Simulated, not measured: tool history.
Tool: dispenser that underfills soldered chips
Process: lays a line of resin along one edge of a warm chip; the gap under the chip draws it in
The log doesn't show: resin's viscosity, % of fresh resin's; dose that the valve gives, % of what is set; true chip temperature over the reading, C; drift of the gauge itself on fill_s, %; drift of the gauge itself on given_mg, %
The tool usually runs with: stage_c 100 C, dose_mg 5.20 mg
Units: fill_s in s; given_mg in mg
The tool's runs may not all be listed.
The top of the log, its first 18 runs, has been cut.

run	hour	stage_c	dose_mg	hours of work since the syringe was changed	hours of work since the valve was cleaned	hours of work since the stage was calibrated	fill_s	given_mg
# hour 152.0: new syringe of resin
19	154.5	115	4.86	2	26	132	92.2	4.85
20	160.1	98	4.42	5	30	136	180.7	4.37
# hour 162.4: new syringe of resin
21	171.3	86	4.48	5	36	142	280.4	4.41
# hour 172.9: new syringe of resin
22	182.4	86	5.42	6	43	149	264.1	5.35
# hour 183.5: new syringe of resin
23	192.9	86	5.42	6	49	155	271.7	5.28
# hour 194.3: new syringe of resin
24	202.9	100	5.56	5	55	161	162.2	5.41
# hour 204.9: new syringe of resin
25	207.9	95	4.46	2	58	164	187.6	4.37
# hour 215.1: new syringe of resin
26	219.5	90	6.78	3	65	171	202.9	6.55
# hour 225.3: new syringe of resin
27	231.3	89	4.63	4	72	178	232.5	4.47
# hour 235.9: new syringe of resin
28	239.6	94	4.63	2	77	183	185.2	4.46
# hour 246.3: new syringe of resin
29	251.8	94	4.63	3	85	190	195.1	4.46
# hour 256.6: new syringe of resin
30	263.7	94	4.63	4	92	198	205.8	4.43

Here are 3 independent what-if runs from the current tool condition. What would each one return?
# hour 266.6: new syringe of resin
A	272.8	95	5.71	4	97	203	?	?
# hour 266.6: new syringe of resin
B	272.8	111	5.99	4	97	203	?	?
# hour 266.6: new syringe of resin
C	272.8	104	5.48	4	97	203	?	?

run	fill_s	given_mg
A	177.1	5.44
B	105.6	5.69
C	138.1	5.31
Without the tool's unlogged condition, the same runs would have read:
run	fill_s	given_mg
A	158.6	5.71
B	94.5	5.97
C	123.4	5.57
